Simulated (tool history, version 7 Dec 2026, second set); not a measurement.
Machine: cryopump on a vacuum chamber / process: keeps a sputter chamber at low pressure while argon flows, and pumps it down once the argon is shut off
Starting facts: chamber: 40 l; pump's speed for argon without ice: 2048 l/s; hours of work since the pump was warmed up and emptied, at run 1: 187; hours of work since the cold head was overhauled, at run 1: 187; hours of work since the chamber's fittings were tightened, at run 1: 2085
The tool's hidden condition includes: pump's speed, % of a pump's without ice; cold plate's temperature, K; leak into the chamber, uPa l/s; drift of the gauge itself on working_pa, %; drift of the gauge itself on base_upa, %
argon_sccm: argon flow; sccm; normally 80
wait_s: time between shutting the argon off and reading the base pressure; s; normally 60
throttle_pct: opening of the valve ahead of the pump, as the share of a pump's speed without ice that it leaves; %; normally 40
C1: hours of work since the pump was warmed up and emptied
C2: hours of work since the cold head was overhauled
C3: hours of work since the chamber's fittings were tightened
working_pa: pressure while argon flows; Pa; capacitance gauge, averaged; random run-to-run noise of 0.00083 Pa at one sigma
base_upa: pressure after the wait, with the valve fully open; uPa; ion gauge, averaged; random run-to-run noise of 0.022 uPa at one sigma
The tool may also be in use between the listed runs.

run 1 hour=0.0 | argon_sccm=80 wait_s=60 throttle_pct=40 | C1=187 C2=187 C3=2085 | working_pa=0.1708 base_upa=1.08
run 2 hour=29.9 | argon_sccm=80 wait_s=60 throttle_pct=40 | C1=202 C2=202 C3=2099 | working_pa=0.1691 base_upa=1.05
run 3 hour=55.5 | argon_sccm=80 wait_s=60 throttle_pct=40 | C1=214 C2=214 C3=2112 | working_pa=0.1688 base_upa=1.09
run 4 hour=70.7 | argon_sccm=80 wait_s=60 throttle_pct=40 | C1=221 C2=221 C3=2119 | working_pa=0.1701 base_upa=1.05
run 5 hour=93.1 | argon_sccm=80 wait_s=60 throttle_pct=40 | C1=232 C2=232 C3=2130 | working_pa=0.1700 base_upa=1.09
run 6 hour=112.9 | argon_sccm=80 wait_s=60 throttle_pct=40 | C1=242 C2=242 C3=2139 | working_pa=0.1716 base_upa=1.07
run 7 hour=137.8 | argon_sccm=33 wait_s=60 throttle_pct=40 | C1=254 C2=254 C3=2152 | working_pa=0.0700 base_upa=1.09
run 8 hour=155.1 | argon_sccm=33 wait_s=60 throttle_pct=40 | C1=262 C2=262 C3=2160 | working_pa=0.0700 base_upa=1.06
run 9 hour=170.2 | argon_sccm=48 wait_s=245 throttle_pct=22 | C1=270 C2=270 C3=2167 | working_pa=0.1848 base_upa=0.73
run 10 hour=186.8 | argon_sccm=49 wait_s=83 throttle_pct=17 | C1=278 C2=278 C3=2175 | working_pa=0.2420 base_upa=0.93
run 11 hour=206.0 | argon_sccm=76 wait_s=60 throttle_pct=40 | C1=287 C2=287 C3=2185 | working_pa=0.1627 base_upa=1.13
run 12 hour=224.8 | argon_sccm=76 wait_s=60 throttle_pct=40 | C1=296 C2=296 C3=2194 | working_pa=0.1634 base_upa=1.13
run 13 hour=247.5 | argon_sccm=76 wait_s=236 throttle_pct=22 | C1=307 C2=307 C3=2205 | working_pa=0.2921 base_upa=0.73
run 14 hour=268.7 | argon_sccm=97 wait_s=151 throttle_pct=36 | C1=317 C2=317 C3=2215 | working_pa=0.2300 base_upa=0.80
run 15 hour=299.2 | argon_sccm=97 wait_s=151 throttle_pct=36 | C1=332 C2=332 C3=2230 | working_pa=0.2327 base_upa=0.83

Predict each of these 5 candidate next runs independently; none follows another, all start after run 15:
run A hour=313.8 | argon_sccm=122 wait_s=48 throttle_pct=40 | C1=339 C2=339 C3=2237 | working_pa=? base_upa=?
run B hour=313.8 | argon_sccm=97 wait_s=151 throttle_pct=27 | C1=339 C2=339 C3=2237 | working_pa=? base_upa=?
run C hour=313.8 | argon_sccm=39 wait_s=151 throttle_pct=22 | C1=339 C2=339 C3=2237 | working_pa=? base_upa=?
run D hour=313.8 | argon_sccm=56 wait_s=81 throttle_pct=40 | C1=339 C2=339 C3=2237 | working_pa=? base_upa=?
run E hour=313.8 | argon_sccm=80 wait_s=193 throttle_pct=23 | C1=339 C2=339 C3=2237 | working_pa=? base_upa=?

run=A working_pa=0.2643 base_upa=1.22
run=B working_pa=0.3061 base_upa=0.81
run=C working_pa=0.1495 base_upa=0.82
run=D working_pa=0.1212 base_upa=1.01
run=E working_pa=0.2956 base_upa=0.78
With no hidden state in the tool, these same runs would have given:
run=A working_pa=0.2516 base_upa=0.73
run=B working_pa=0.2960 base_upa=0.32
run=C working_pa=0.1454 base_upa=0.32
run=D working_pa=0.1154 base_upa=0.51
run=E working_pa=0.2872 base_upa=0.28
